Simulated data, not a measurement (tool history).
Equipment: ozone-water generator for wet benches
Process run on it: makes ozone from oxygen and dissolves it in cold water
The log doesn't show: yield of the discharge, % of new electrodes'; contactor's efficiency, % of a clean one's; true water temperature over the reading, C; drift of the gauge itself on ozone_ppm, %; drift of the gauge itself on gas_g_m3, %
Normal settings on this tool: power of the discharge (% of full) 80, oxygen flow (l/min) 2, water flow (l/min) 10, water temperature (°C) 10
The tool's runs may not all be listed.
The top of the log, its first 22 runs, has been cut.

run,hour,power of the discharge (% of full),oxygen flow (l/min),water flow (l/min),water temperature (°C),hours of work since the electrodes were changed,hours of work since the contactor was cleaned,hours of work since the thermometer was calibrated,dissolved ozone (ppm),ozone in the gas ahead of the water (g/m3)
23,3088.5,80,1.27,10,5,3703,1054,1666,15.9,260.1
24,3271.8,80,2,13,12,3838,1188,1801,11.4,194.4
25,3419.4,80,2,13,12,3947,1297,1910,11.3,193.7
26,3591.1,65,2,8,14,4073,1423,2036,16.6,172.8
27,3746.6,95,1.8,8,15,4187,1538,2150,20.5,226.6
28,3831.2,56,1.33,14,18,4249,1600,2212,8,206.2
29,3986.2,56,2.29,15,12,4363,1714,2326,8.2,145.5
30,4128.2,56,2.29,15,12,4468,1818,2431,8,144.9
31,4240.1,80,1.37,10,10,4550,1900,2513,15.3,246.7
32,4320.3,80,1.39,8,10,4609,1959,2572,20.2,244.2
33,4416.2,91,1.01,10,10,4679,2030,2642,15.8,320.1
34,4570.6,83,3.44,10,10,4793,2143,2756,15.7,138.5

What if the next run were any one of these 3? Each begins from the tool's condition after run 34:
A,4684.5,52,3.44,14,10,4877,2227,2840,?,?
B,4684.5,70,2.75,16,10,4877,2227,2840,?,?
C,4684.5,90,1.61,10,7,4877,2227,2840,?,?

run,dissolved ozone (ppm),ozone in the gas ahead of the water (g/m3)
A,8.5,108.3
B,8.8,145.8
C,17,236.4
The same runs, with their run-to-run variation unchanged, on a tool lacking any hidden condition would have given:
run,dissolved ozone (ppm),ozone in the gas ahead of the water (g/m3)
A,8.5,108.4
B,8.8,146
C,17.1,236.7

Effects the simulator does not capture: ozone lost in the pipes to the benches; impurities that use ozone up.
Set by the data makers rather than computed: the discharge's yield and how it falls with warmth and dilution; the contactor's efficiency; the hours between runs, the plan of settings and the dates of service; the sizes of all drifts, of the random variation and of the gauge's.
